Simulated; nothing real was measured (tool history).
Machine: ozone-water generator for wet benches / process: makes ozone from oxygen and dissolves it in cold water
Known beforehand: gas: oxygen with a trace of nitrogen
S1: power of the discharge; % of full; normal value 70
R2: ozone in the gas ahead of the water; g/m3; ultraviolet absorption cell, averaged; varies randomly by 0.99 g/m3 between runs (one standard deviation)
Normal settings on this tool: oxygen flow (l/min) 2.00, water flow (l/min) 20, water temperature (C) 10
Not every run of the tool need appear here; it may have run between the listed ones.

run 1 day=0.000 | S1=70 oxygen_flow_(l/min)=2.00 water_flow_(l/min)=20 water_temperature_(C)=10 | dissolved_ozone_(ppm)=11.3 R2=170.6
run 2 day=4.054 | S1=70 oxygen_flow_(l/min)=2.00 water_flow_(l/min)=20 water_temperature_(C)=10 | dissolved_ozone_(ppm)=11.6 R2=170.2
run 3 day=8.212 | S1=70 oxygen_flow_(l/min)=2.00 water_flow_(l/min)=20 water_temperature_(C)=10 | dissolved_ozone_(ppm)=11.5 R2=170.9
run 4 day=14.817 | S1=70 oxygen_flow_(l/min)=2.00 water_flow_(l/min)=20 water_temperature_(C)=10 | dissolved_ozone_(ppm)=11.5 R2=172.8
run 5 day=21.775 | S1=70 oxygen_flow_(l/min)=2.15 water_flow_(l/min)=20 water_temperature_(C)=10 | dissolved_ozone_(ppm)=11.5 R2=162.7
run 6 day=26.100 | S1=69 oxygen_flow_(l/min)=1.88 water_flow_(l/min)=20 water_temperature_(C)=10 | dissolved_ozone_(ppm)=11.4 R2=179.0
run 7 day=32.329 | S1=69 oxygen_flow_(l/min)=1.88 water_flow_(l/min)=20 water_temperature_(C)=10 | dissolved_ozone_(ppm)=11.1 R2=176.2
run 8 day=39.900 | S1=69 oxygen_flow_(l/min)=1.88 water_flow_(l/min)=20 water_temperature_(C)=10 | dissolved_ozone_(ppm)=11.2 R2=177.4
run 9 day=47.408 | S1=69 oxygen_flow_(l/min)=1.88 water_flow_(l/min)=20 water_temperature_(C)=10 | dissolved_ozone_(ppm)=11.2 R2=177.6

Estimate the outcome of run 10 from the log above:
run 10 day=51.950 | S1=83 oxygen_flow_(l/min)=1.50 water_flow_(l/min)=31 water_temperature_(C)=6 | dissolved_ozone_(ppm)=? R2=?

{"run 10": {"dissolved ozone (ppm)": 7.8, "R2": 240.4}}
With the hidden condition absent and the run-to-run variation left alone, this run would have shown dissolved ozone (ppm) 7.8, R2 241.2 g/m3.
